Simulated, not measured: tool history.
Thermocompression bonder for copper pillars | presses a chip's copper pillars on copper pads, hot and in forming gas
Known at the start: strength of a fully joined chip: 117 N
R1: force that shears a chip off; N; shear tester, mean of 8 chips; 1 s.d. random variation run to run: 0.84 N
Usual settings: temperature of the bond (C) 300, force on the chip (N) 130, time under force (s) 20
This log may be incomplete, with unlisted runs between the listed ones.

run 1 hour=0 | temperature_of_the_bond_(C)=300 force_on_the_chip_(N)=130 time_under_force_(s)=20 | R1=68.1
run 2 hour=62.7 | temperature_of_the_bond_(C)=300 force_on_the_chip_(N)=130 time_under_force_(s)=20 | R1=66
run 3 hour=115.7 | temperature_of_the_bond_(C)=313 force_on_the_chip_(N)=130 time_under_force_(s)=20 | R1=73.7
run 4 hour=179.8 | temperature_of_the_bond_(C)=313 force_on_the_chip_(N)=130 time_under_force_(s)=20 | R1=74.3
run 5 hour=260.5 | temperature_of_the_bond_(C)=300 force_on_the_chip_(N)=104 time_under_force_(s)=20 | R1=56
run 6 hour=309.6 | temperature_of_the_bond_(C)=300 force_on_the_chip_(N)=130 time_under_force_(s)=20 | R1=69.5
-- hour=379.8 forming gas filter changed
run 7 hour=390.9 | temperature_of_the_bond_(C)=300 force_on_the_chip_(N)=130 time_under_force_(s)=20 | R1=65.4
run 8 hour=483.9 | temperature_of_the_bond_(C)=300 force_on_the_chip_(N)=130 time_under_force_(s)=20 | R1=67.7
run 9 hour=535.5 | temperature_of_the_bond_(C)=300 force_on_the_chip_(N)=130 time_under_force_(s)=20 | R1=67.4
-- hour=541.8 force cell calibrated
run 10 hour=610 | temperature_of_the_bond_(C)=300 force_on_the_chip_(N)=130 time_under_force_(s)=20 | R1=68.1
run 11 hour=682.2 | temperature_of_the_bond_(C)=300 force_on_the_chip_(N)=130 time_under_force_(s)=52 | R1=87.5
run 12 hour=746.3 | temperature_of_the_bond_(C)=300 force_on_the_chip_(N)=130 time_under_force_(s)=26 | R1=71.2
run 13 hour=833.5 | temperature_of_the_bond_(C)=300 force_on_the_chip_(N)=130 time_under_force_(s)=20 | R1=66.7
run 14 hour=922.9 | temperature_of_the_bond_(C)=300 force_on_the_chip_(N)=130 time_under_force_(s)=20 | R1=66.9
-- hour=939.7 forming gas filter changed
run 15 hour=1015.3 | temperature_of_the_bond_(C)=289 force_on_the_chip_(N)=130 time_under_force_(s)=20 | R1=60
run 16 hour=1078 | temperature_of_the_bond_(C)=289 force_on_the_chip_(N)=130 time_under_force_(s)=20 | R1=59.9
run 17 hour=1140.7 | temperature_of_the_bond_(C)=300 force_on_the_chip_(N)=130 time_under_force_(s)=20 | R1=66.7
run 18 hour=1232.2 | temperature_of_the_bond_(C)=300 force_on_the_chip_(N)=130 time_under_force_(s)=20 | R1=66.6
run 19 hour=1319 | temperature_of_the_bond_(C)=300 force_on_the_chip_(N)=130 time_under_force_(s)=27 | R1=72.2
run 20 hour=1396.1 | temperature_of_the_bond_(C)=275 force_on_the_chip_(N)=130 time_under_force_(s)=20 | R1=51.6
run 21 hour=1443.4 | temperature_of_the_bond_(C)=300 force_on_the_chip_(N)=125 time_under_force_(s)=20 | R1=64.6
-- hour=1502.1 forming gas filter changed
run 22 hour=1518.2 | temperature_of_the_bond_(C)=300 force_on_the_chip_(N)=125 time_under_force_(s)=20 | R1=65.3
run 23 hour=1585.5 | temperature_of_the_bond_(C)=300 force_on_the_chip_(N)=125 time_under_force_(s)=20 | R1=65.1
run 24 hour=1670.5 | temperature_of_the_bond_(C)=300 force_on_the_chip_(N)=125 time_under_force_(s)=20 | R1=63.1
run 25 hour=1732.2 | temperature_of_the_bond_(C)=282 force_on_the_chip_(N)=94 time_under_force_(s)=20 | R1=41.9
run 26 hour=1772.3 | temperature_of_the_bond_(C)=282 force_on_the_chip_(N)=94 time_under_force_(s)=20 | R1=42.3
run 27 hour=1851.1 | temperature_of_the_bond_(C)=300 force_on_the_chip_(N)=102 time_under_force_(s)=20 | R1=53.8
-- hour=1874.5 force cell calibrated
run 28 hour=1951.8 | temperature_of_the_bond_(C)=300 force_on_the_chip_(N)=161 time_under_force_(s)=31 | R1=86.7
run 29 hour=2038.3 | temperature_of_the_bond_(C)=288 force_on_the_chip_(N)=99 time_under_force_(s)=42 | R1=59.8
-- hour=2067.9 forming gas filter changed
run 30 hour=2095.2 | temperature_of_the_bond_(C)=318 force_on_the_chip_(N)=80 time_under_force_(s)=59 | R1=73.5
-- hour=2182.4 heater calibrated with a thermocouple chip
run 31 hour=2182.4 | temperature_of_the_bond_(C)=300 force_on_the_chip_(N)=119 time_under_force_(s)=28 | R1=69.5
run 32 hour=2250.6 | temperature_of_the_bond_(C)=303 force_on_the_chip_(N)=103 time_under_force_(s)=24 | R1=60.3
run 33 hour=2319.4 | temperature_of_the_bond_(C)=287 force_on_the_chip_(N)=137 time_under_force_(s)=35 | R1=76.2
run 34 hour=2398.4 | temperature_of_the_bond_(C)=298 force_on_the_chip_(N)=137 time_under_force_(s)=35 | R1=81.6
run 35 hour=2487.5 | temperature_of_the_bond_(C)=292 force_on_the_chip_(N)=130 time_under_force_(s)=20 | R1=62.1
run 36 hour=2571.7 | temperature_of_the_bond_(C)=292 force_on_the_chip_(N)=130 time_under_force_(s)=20 | R1=61.6
-- hour=2631.6 forming gas filter changed
run 37 hour=2667.7 | temperature_of_the_bond_(C)=292 force_on_the_chip_(N)=105 time_under_force_(s)=14 | R1=44
run 38 hour=2722.9 | temperature_of_the_bond_(C)=309 force_on_the_chip_(N)=83 time_under_force_(s)=20 | R1=51.1

4 options for the next run, each taken on its own from the tool as it stands now. Forecast them:
run A hour=2811.5 | temperature_of_the_bond_(C)=311 force_on_the_chip_(N)=174 time_under_force_(s)=18 | R1=?
run B hour=2811.5 | temperature_of_the_bond_(C)=300 force_on_the_chip_(N)=130 time_under_force_(s)=40 | R1=?
run C hour=2811.5 | temperature_of_the_bond_(C)=322 force_on_the_chip_(N)=133 time_under_force_(s)=20 | R1=?
run D hour=2811.5 | temperature_of_the_bond_(C)=319 force_on_the_chip_(N)=168 time_under_force_(s)=20 | R1=?

run=A R1=87.9
run=B R1=80.7
run=C R1=82.3
run=D R1=93.1
What these runs would have given with no unlogged condition in the tool:
run=A R1=88
run=B R1=80.7
run=C R1=82.3
run=D R1=93.1
